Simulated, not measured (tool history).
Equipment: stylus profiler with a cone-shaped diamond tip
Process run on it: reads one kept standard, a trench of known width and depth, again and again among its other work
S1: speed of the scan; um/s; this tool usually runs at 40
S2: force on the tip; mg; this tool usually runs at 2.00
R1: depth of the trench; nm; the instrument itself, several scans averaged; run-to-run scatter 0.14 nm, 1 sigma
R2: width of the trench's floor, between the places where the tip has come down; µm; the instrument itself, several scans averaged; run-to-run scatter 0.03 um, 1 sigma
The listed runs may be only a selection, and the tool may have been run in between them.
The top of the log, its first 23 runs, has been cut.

Run 24, hour 834.0: usual settings but S2 3.19 mg. Result: R1 508.42 nm, R2 13.97 µm.
Run 25, hour 853.9: usual settings but S1 32 um/s, S2 1.88 mg. Result: R1 506.69 nm, R2 13.98 µm.
Run 26, hour 897.6: usual settings but S1 102 um/s, S2 0.70 mg. Result: R1 504.56 nm, R2 13.55 µm.
Run 27, hour 929.4: usual settings but S1 45 um/s, S2 0.68 mg. Result: R1 504.40 nm, R2 13.80 µm.
Run 28, hour 961.3: usual settings but S1 45 um/s, S2 0.68 mg. Result: R1 504.41 nm, R2 13.80 µm.
Run 29, hour 994.3: usual settings but S1 45 um/s, S2 0.68 mg. Result: R1 504.39 nm, R2 13.82 µm.
Run 30, hour 1025.8: usual settings but S1 17 um/s, S2 1.65 mg. Result: R1 506.04 nm, R2 13.87 µm.
Run 31, hour 1045.1: usual settings but S1 153 um/s, S2 5.55 mg. Result: R1 511.92 nm, R2 13.68 µm.
Run 32, hour 1090.3: usual settings but S1 29 um/s, S2 1.28 mg. Result: R1 505.54 nm, R2 13.81 µm.
At hour 1112.6: height scale calibrated on a step standard.
Run 33, hour 1124.5: usual settings but S1 29 um/s, S2 1.28 mg. Result: R1 503.58 nm, R2 13.78 µm.
Run 34, hour 1169.0: usual settings but S1 37 um/s, S2 1.10 mg. Result: R1 503.20 nm, R2 13.75 µm.
Run 35, hour 1207.8: usual settings but S1 37 um/s, S2 1.96 mg. Result: R1 504.85 nm, R2 13.79 µm.
Run 36, hour 1252.6: usual settings but S1 37 um/s, S2 1.96 mg. Result: R1 504.63 nm, R2 13.75 µm.
Run 37, hour 1287.5: usual settings but S1 37 um/s, S2 1.96 mg. Result: R1 504.85 nm, R2 13.70 µm.
Run 38, hour 1322.6: usual settings but S1 81 um/s, S2 2.20 mg. Result: R1 504.96 nm, R2 13.57 µm.
Run 39, hour 1355.7: usual settings but S1 81 um/s, S2 2.20 mg. Result: R1 505.20 nm, R2 13.54 µm.
Run 40, hour 1402.3: usual settings but S1 81 um/s, S2 2.20 mg. Result: R1 505.35 nm, R2 13.51 µm.
Run 41, hour 1429.1: usual settings but S1 12 um/s, S2 2.76 mg. Result: R1 505.96 nm, R2 13.69 µm.
Run 42, hour 1456.5: usual settings but S1 103 um/s, S2 4.80 mg. Result: R1 508.81 nm, R2 13.53 µm.
Run 43, hour 1498.1: usual settings but S1 35 um/s, S2 1.76 mg. Result: R1 504.46 nm, R2 13.60 µm.
Run 44, hour 1539.0: usual settings but S1 160 um/s, S2 2.94 mg. Result: R1 506.43 nm, R2 13.35 µm.
Run 45, hour 1571.7: usual settings but S1 15 um/s, S2 1.67 mg. Result: R1 504.15 nm, R2 13.62 µm.
Run 46, hour 1604.0: usual settings but S1 15 um/s, S2 1.67 mg. Result: R1 504.45 nm, R2 13.56 µm.

4 ways to go on from here, each from the tool as it stands after run 46. What would each give?
Run A, hour 1626.4: usual settings but S2 0.91 mg. Result: R1 ?, R2 ?.
Run B, hour 1626.4: usual settings but S1 31 um/s, S2 2.15 mg. Result: R1 ?, R2 ?.
Run C, hour 1626.4: usual settings but S1 18 um/s, S2 4.40 mg. Result: R1 ?, R2 ?.
Run D, hour 1626.4: usual settings but S1 159 um/s, S2 1.58 mg. Result: R1 ?, R2 ?.

run      R1     R2
  A  503.32  13.43
  B  505.49  13.52
  C  508.31  13.61
  D  504.24  13.15
What these runs would have given with no unlogged condition in the tool:
run      R1     R2
  A  503.11  15.47
  B  505.27  15.56
  C  508.09  15.65
  D  504.02  15.19
